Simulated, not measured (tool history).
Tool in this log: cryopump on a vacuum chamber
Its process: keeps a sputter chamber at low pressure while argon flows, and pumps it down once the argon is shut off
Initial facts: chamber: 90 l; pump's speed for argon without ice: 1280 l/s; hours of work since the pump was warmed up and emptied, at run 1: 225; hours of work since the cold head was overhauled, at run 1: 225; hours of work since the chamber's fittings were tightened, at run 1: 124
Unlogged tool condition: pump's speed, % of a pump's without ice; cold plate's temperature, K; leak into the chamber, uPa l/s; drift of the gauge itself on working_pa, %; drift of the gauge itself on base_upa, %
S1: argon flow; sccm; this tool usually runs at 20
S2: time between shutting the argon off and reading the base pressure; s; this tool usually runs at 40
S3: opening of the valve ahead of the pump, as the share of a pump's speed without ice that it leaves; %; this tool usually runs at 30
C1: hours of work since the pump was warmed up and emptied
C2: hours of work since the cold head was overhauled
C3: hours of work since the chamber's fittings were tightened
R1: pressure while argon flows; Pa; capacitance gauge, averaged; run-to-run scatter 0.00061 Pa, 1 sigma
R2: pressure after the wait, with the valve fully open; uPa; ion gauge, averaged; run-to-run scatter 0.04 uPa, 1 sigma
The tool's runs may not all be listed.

run   hour  S1   S2  S3   C1   C2   C3      R1    R2
  1      0  20   40  30  225  225  124   0.089  2.38
  2   32.9  20   40  30  246  246  145  0.0897  2.38
  3   75.6  40   40  30  272  272  171  0.1794  2.33
  4  103.4  40   40  30  290  290  188  0.1788  2.34
  5  139.4  13   40  30  312  312  211  0.0578  2.36
  6    159  13   40  30  324  324  223  0.0582  2.36
  7  184.8  20   40  25  340  340  239  0.1079   2.5
  8  202.6  20   40  25  351  351  250  0.1074  2.37
  9  241.8  20   40  25  375  375  274  0.1078  2.37
 10  281.9  20  141  30  400  400  299    0.09  0.96
 11    308  20  146  30  416  416  315  0.0899  0.91
 12    342  20   40  30  437  437  336    0.09  2.39
 13  368.6  20   40  30  454  454  353  0.0905  2.47
 14  406.2  15   40  30  477  477  376  0.0676   2.4
 15  431.9  15   40  30  493  493  392  0.0684  2.43
 16  462.6  20   40  30  512  512  411   0.091  2.48
 17  495.6  20   40  30  533  533  431  0.0902  2.39
 18  520.4  20   40  28  548  548  447  0.0965  2.45
 19  556.7  20   40  28  570  570  469  0.0969  2.48
 20  592.2  25   64  50  592  592  491  0.0695  1.73
 21  611.8  25   30  55  605  605  503  0.0638  3.25
 22  646.3  25   89  15  626  626  525  0.2255  1.34
 23  681.5   8   97  22  648  648  547  0.0494  1.23
 24  712.1  29   26  22  667  667  565   0.179  3.62
 25  741.1  29   26  22  685  685  583  0.1793  3.68
 26  785.1  10   40  41  712  712  611  0.0338  2.57
 27  819.3  27   40  30  733  733  632  0.1239  2.52
 28  853.7  23  108  37  755  755  653  0.0863  1.29
 29  885.4  19  106  22  774  774  673  0.1179  1.26
 30  904.1  19  106  22  786  786  684  0.1183  1.26
 31  922.5  19  106  22  797  797  696  0.1176  1.24
 32    945  21  194  57  811  811  710  0.0523  0.93
 33  967.9  21  194  57  825  825  724  0.0526  0.91

Predict each of these 3 candidate next runs independently; none follows another, all start after run 33:
  A  990.8  26   40  37  840  840  738   ?   ?
  B  990.8  27  163  54  840  840  738   ?   ?
  C  990.8  16   39  40  840  840  738   ?   ?

run      R1    R2
  A  0.0988  2.58
  B  0.0717  1.01
  C  0.0564  2.54
The same runs, with their run-to-run variation unchanged, on a tool lacking any hidden condition would have given:
run      R1    R2
  A  0.0933  2.29
  B   0.066  0.72
  C  0.0531  2.26
